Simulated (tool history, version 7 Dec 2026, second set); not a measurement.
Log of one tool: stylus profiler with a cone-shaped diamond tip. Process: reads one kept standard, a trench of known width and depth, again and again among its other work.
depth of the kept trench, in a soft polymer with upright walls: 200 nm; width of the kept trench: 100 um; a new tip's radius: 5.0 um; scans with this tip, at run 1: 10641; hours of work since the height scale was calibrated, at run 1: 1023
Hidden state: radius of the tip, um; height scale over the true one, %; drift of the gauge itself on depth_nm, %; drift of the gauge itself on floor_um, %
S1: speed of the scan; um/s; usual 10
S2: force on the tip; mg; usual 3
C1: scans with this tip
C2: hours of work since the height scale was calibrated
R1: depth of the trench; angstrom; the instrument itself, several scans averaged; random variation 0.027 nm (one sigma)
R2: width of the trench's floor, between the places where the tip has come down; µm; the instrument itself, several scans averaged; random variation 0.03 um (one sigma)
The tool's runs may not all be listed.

run 1 day=0 | S1=10 S2=3 | C1=10641 C2=1023 | R1=2019.8 R2=95.42
run 2 day=0.796 | S1=10 S2=3 | C1=10800 C2=1038 | R1=2019.6 R2=95.41
run 3 day=1.725 | S1=12 S2=3 | C1=10984 C2=1056 | R1=2019.9 R2=95.39
run 4 day=3 | S1=12 S2=3 | C1=11238 C2=1080 | R1=2020 R2=95.37
run 5 day=3.562 | S1=4 S2=3 | C1=11350 C2=1091 | R1=2019.8 R2=95.43
run 6 day=4.725 | S1=4 S2=3 | C1=11581 C2=1113 | R1=2020.1 R2=95.34
-- day=5.071 new tip fitted, height scale calibrated
run 7 day=5.571 | S1=4 S2=3 | C1=99 C2=10 | R1=2016.4 R2=97.14
run 8 day=6.767 | S1=10 S2=3 | C1=336 C2=32 | R1=2016.3 R2=97.02
run 9 day=7.788 | S1=10 S2=3 | C1=539 C2=52 | R1=2016.8 R2=97.08
run 10 day=8.412 | S1=10 S2=3 | C1=664 C2=64 | R1=2017.1 R2=97.05
run 11 day=9 | S1=6 S2=8.8 | C1=781 C2=75 | R1=2033.8 R2=97.02
run 12 day=10.233 | S1=13 S2=6.61 | C1=1025 C2=99 | R1=2027.8 R2=97

Run 13 comes next. What will it give?
run 13 day=10.929 | S1=5 S2=4.8 | C1=1164 C2=112 | R1=? R2=?

Run 13 gave R1 2022.6 angstrom, R2 96.93 µm.
Without the tool's hidden state the same run would have given R1 2022.3 angstrom, R2 97.18 µm.
